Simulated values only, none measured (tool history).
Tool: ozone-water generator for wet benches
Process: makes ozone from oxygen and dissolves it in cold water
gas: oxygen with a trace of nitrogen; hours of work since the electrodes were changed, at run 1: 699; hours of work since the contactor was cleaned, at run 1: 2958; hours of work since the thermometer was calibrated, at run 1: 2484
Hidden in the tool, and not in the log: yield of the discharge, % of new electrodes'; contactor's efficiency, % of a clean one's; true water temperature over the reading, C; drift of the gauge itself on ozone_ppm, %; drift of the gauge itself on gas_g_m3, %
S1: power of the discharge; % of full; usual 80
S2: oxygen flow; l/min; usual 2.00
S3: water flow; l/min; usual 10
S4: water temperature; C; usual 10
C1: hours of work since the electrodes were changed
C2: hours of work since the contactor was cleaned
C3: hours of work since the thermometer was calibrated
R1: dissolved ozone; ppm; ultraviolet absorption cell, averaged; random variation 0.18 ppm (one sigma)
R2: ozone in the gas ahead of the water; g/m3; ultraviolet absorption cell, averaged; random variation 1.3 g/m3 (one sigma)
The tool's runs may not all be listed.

| run | hour | S1 | S2 | S3 | S4 | C1 | C2 | C3 | R1 | R2 |
|---|---|---|---|---|---|---|---|---|---|---|
| 1 | 0.0 | 80 | 2.00 | 10 | 10 | 699 | 2958 | 2484 | 22.7 | 241.0 |
| 2 | 96.3 | 80 | 2.00 | 10 | 10 | 757 | 3016 | 2542 | 22.7 | 241.8 |
| 3 | 175.7 | 80 | 2.00 | 10 | 6 | 804 | 3064 | 2590 | 23.5 | 239.7 |
| 4 | 228.3 | 80 | 2.00 | 8 | 10 | 836 | 3095 | 2622 | 27.8 | 242.9 |
| 5 | 306.9 | 80 | 2.00 | 8 | 10 | 883 | 3143 | 2669 | 28.0 | 240.8 |
|  | 315.3 | contactor cleaned |
| 6 | 399.0 | 96 | 2.00 | 10 | 10 | 936 | 50 | 2722 | 26.7 | 270.7 |
| 7 | 472.3 | 96 | 2.00 | 10 | 10 | 980 | 94 | 2766 | 26.5 | 270.1 |
| 8 | 526.9 | 96 | 2.00 | 10 | 10 | 1013 | 127 | 2799 | 26.4 | 268.2 |
| 9 | 592.0 | 96 | 2.00 | 10 | 10 | 1052 | 166 | 2838 | 26.6 | 267.3 |
| 10 | 675.5 | 96 | 2.00 | 10 | 10 | 1103 | 217 | 2888 | 26.5 | 266.0 |
| 11 | 724.5 | 44 | 2.00 | 10 | 10 | 1132 | 246 | 2918 | 16.1 | 166.0 |
| 12 | 777.2 | 44 | 1.90 | 10 | 10 | 1164 | 278 | 2949 | 16.2 | 169.6 |
| 13 | 820.4 | 80 | 2.00 | 10 | 10 | 1190 | 304 | 2975 | 23.6 | 237.4 |
| 14 | 863.9 | 80 | 2.00 | 10 | 10 | 1216 | 330 | 3002 | 23.6 | 236.5 |
| 15 | 941.2 | 54 | 2.26 | 10 | 10 | 1262 | 377 | 3048 | 19.1 | 180.9 |
| 16 | 1030.7 | 49 | 2.00 | 10 | 10 | 1316 | 430 | 3102 | 17.4 | 177.8 |

The next listed run, before its measurement:
| 17 | 1105.4 | 49 | 2.00 | 10 | 10 | 1361 | 475 | 3147 | ? | ? |

Run 17 gave R1 17.5 ppm, R2 175.9 g/m3.
Without the tool's hidden state the same run would have given R1 18.2 ppm, R2 180.3 g/m3.
